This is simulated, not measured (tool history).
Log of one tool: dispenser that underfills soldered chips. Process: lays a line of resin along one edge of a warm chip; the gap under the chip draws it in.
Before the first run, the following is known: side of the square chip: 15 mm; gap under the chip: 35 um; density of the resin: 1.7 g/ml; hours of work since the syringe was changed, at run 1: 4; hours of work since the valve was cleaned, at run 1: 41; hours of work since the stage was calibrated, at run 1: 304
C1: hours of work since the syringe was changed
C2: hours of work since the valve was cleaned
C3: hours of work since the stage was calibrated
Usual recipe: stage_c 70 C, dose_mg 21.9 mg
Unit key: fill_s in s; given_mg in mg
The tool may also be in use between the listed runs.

Run 1, day 0: usual settings; C1 4; C2 41; C3 304. Result: fill_s 437.6 s, given_mg 21.49 mg.
At day 0.454: new syringe of resin.
Run 2, day 0.55: usual settings but stage_c 71 C; C1 2; C2 51; C3 314. Result: fill_s 372.2 s, given_mg 21.43 mg.
Run 3, day 0.871: usual settings but stage_c 71 C; C1 8; C2 57; C3 321. Result: fill_s 513 s, given_mg 21.33 mg.
At day 1.104: new syringe of resin.
Run 4, day 1.425: usual settings but stage_c 71 C; C1 6; C2 68; C3 331. Result: fill_s 471.5 s, given_mg 21.23 mg.
At day 1.733: new syringe of resin.
At day 1.933: dispensing valve cleaned and set on the balance.
Run 5, day 2.092: usual settings but stage_c 80 C; C1 6; C2 3; C3 342. Result: fill_s 303.4 s, given_mg 21.92 mg.
At day 2.438: new syringe of resin.
Run 6, day 2.562: usual settings but stage_c 80 C; C1 2; C2 12; C3 351. Result: fill_s 249 s, given_mg 21.9 mg.
At day 3.096: new syringe of resin.
Run 7, day 3.104: usual settings but stage_c 80 C; C1 0; C2 22; C3 361. Result: fill_s 217.2 s, given_mg 21.72 mg.
At day 3.725: new syringe of resin.
Run 8, day 3.738: usual settings but stage_c 80 C; C1 0; C2 33; C3 373. Result: fill_s 225.2 s, given_mg 21.66 mg.
Run 9, day 4.129: usual settings but stage_c 80 C; C1 8; C2 41; C3 380. Result: fill_s 340 s, given_mg 21.5 mg.
At day 4.375: new syringe of resin.
Run 10, day 4.496: usual settings; C1 2; C2 48; C3 387. Result: fill_s 409.6 s, given_mg 21.48 mg.
At day 5: new syringe of resin.
Run 11, day 5.067: usual settings; C1 1; C2 58; C3 397. Result: fill_s 385.7 s, given_mg 21.41 mg.
Run 12, day 5.521: usual settings but stage_c 68 C; C1 10; C2 67; C3 406. Result: fill_s 691.5 s, given_mg 21.37 mg.
At day 5.654: new syringe of resin.
Run 13, day 5.983: usual settings but dose_mg 26.3 mg; C1 6; C2 75; C3 415. Result: fill_s 495 s, given_mg 25.39 mg.
At day 6.083: dispensing valve cleaned and set on the balance.
At day 6.362: new syringe of resin.
Run 14, day 6.529: usual settings; C1 3; C2 8; C3 424. Result: fill_s 420.4 s, given_mg 21.78 mg.
At day 7.033: new syringe of resin.
Run 15, day 7.158: usual settings but stage_c 58 C, dose_mg 21.3 mg; C1 2; C2 20; C3 436. Result: fill_s 754.7 s, given_mg 21.06 mg.
At day 7.708: new syringe of resin.
Run 16, day 7.712: usual settings but stage_c 60 C, dose_mg 22.6 mg; C1 0; C2 30; C3 446. Result: fill_s 594.6 s, given_mg 22.23 mg.
Run 17, day 8.112: usual settings but dose_mg 27.9 mg; C1 8; C2 38; C3 453. Result: fill_s 547.4 s, given_mg 27.38 mg.
At day 8.342: new syringe of resin.
Run 18, day 8.417: usual settings but stage_c 79 C, dose_mg 21.8 mg; C1 1; C2 43; C3 459. Result: fill_s 248.2 s, given_mg 21.29 mg.
At day 8.979: new syringe of resin.
Run 19, day 8.979: usual settings but dose_mg 28.4 mg; C1 0; C2 54; C3 469. Result: fill_s 354 s, given_mg 27.6 mg.
Run 20, day 9.321: usual settings but stage_c 71 C, dose_mg 23.7 mg; C1 6; C2 60; C3 476. Result: fill_s 495.5 s, given_mg 23 mg.
At day 9.621: new syringe of resin.
Run 21, day 9.742: usual settings but stage_c 68 C, dose_mg 25.9 mg; C1 2; C2 68; C3 483. Result: fill_s 463.1 s, given_mg 25.05 mg.
At day 10.246: dispensing valve cleaned and set on the balance.
Run 22, day 10.254: usual settings but stage_c 68 C, dose_mg 27.7 mg; C1 11; C2 0; C3 492. Result: fill_s 743.8 s, given_mg 27.75 mg.
At day 10.321: new syringe of resin.
Run 23, day 10.838: usual settings but stage_c 73 C, dose_mg 23.6 mg; C1 10; C2 11; C3 503. Result: fill_s 541.4 s, given_mg 23.51 mg.
At day 10.983: new syringe of resin.
Run 24, day 11.212: usual settings but stage_c 73 C, dose_mg 23.6 mg; C1 4; C2 18; C3 510. Result: fill_s 398.1 s, given_mg 23.4 mg.
At day 11.612: new syringe of resin.
Run 25, day 11.612: usual settings but stage_c 75 C, dose_mg 27 mg; C1 0; C2 25; C3 517. Result: fill_s 274.3 s, given_mg 26.76 mg.
Run 26, day 11.983: usual settings but stage_c 64 C, dose_mg 28.1 mg; C1 7; C2 32; C3 524. Result: fill_s 709.2 s, given_mg 27.73 mg.
At day 12.258: new syringe of resin.
Run 27, day 12.562: usual settings but stage_c 84 C, dose_mg 25 mg; C1 6; C2 43; C3 535. Result: fill_s 261.4 s, given_mg 24.56 mg.

Branching from run 27: 3 alternative next runs. What would each branch give?
Run A, day 12.871: usual settings but stage_c 68 C, dose_mg 19.3 mg; C1 12; C2 49; C3 541. Result: fill_s ?, given_mg ?.
Run B, day 12.871: usual settings but stage_c 71 C; C1 12; C2 49; C3 541. Result: fill_s ?, given_mg ?.
Run C, day 12.871: usual settings but stage_c 65 C, dose_mg 26 mg; C1 12; C2 49; C3 541. Result: fill_s ?, given_mg ?.

run  fill_s  given_mg
  A   822.6     18.87
  B   689.3     21.42
  C   926.3     25.49
What these runs would have given with no unlogged condition in the tool:
run  fill_s  given_mg
  A   367.6     19.27
  B   309.1     21.88
  C   414.4     26.03
